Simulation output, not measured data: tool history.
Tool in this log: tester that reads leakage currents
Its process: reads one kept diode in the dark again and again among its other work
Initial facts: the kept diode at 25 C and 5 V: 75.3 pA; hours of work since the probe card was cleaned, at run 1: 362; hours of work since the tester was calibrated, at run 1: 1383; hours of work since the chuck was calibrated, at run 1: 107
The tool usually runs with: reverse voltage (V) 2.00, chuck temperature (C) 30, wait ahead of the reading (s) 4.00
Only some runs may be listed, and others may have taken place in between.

run,hour,reverse voltage (V),chuck temperature (C),wait ahead of the reading (s),hours of work since the probe card was cleaned,hours of work since the tester was calibrated,hours of work since the chuck was calibrated,current that the tester gives (pA)
1,0.0,2.00,30,4.00,362,1383,107,74.81
2,33.6,2.00,30,4.00,379,1399,124,74.88
3,50.0,2.00,30,9.31,387,1407,132,75.38
4,71.3,2.00,30,9.31,397,1418,142,75.32
5,91.4,2.00,30,9.31,407,1428,152,75.01
6,112.3,2.00,30,9.31,417,1438,163,75.63
7,137.5,2.00,30,9.31,430,1451,175,75.80
# hour 140.9: chuck's temperature calibrated
8,157.3,2.00,30,9.31,439,1459,8,76.33
9,171.9,16.04,30,1.05,446,1467,15,248.68
10,201.9,16.04,30,1.05,461,1481,30,249.94
11,216.7,10.65,55,0.44,468,1489,37,1669.53
# hour 229.2: chuck's temperature calibrated, once more
12,247.0,2.37,46,2.29,482,1503,9,333.72
13,279.9,2.37,46,2.29,498,1519,25,334.37
14,308.9,1.48,21,4.00,513,1533,39,26.87
15,330.5,2.00,34,0.42,523,1544,50,107.33
16,363.8,3.71,26,5.98,540,1560,66,72.85

4 ways to go on from here, each from the tool as it stands after run 16. What would each give?
A,392.9,1.06,30,1.31,554,1575,81,?
B,392.9,2.42,48,0.59,554,1575,81,?
C,392.9,3.71,29,2.76,554,1575,81,?
D,392.9,2.00,31,3.22,554,1575,81,?

run,current that the tester gives (pA)
A,52.53
B,405.11
C,96.94
D,81.70
With the hidden condition removed and each run's random variation left untouched, the same runs would have given:
run,current that the tester gives (pA)
A,51.25
B,397.30
C,93.90
D,79.57
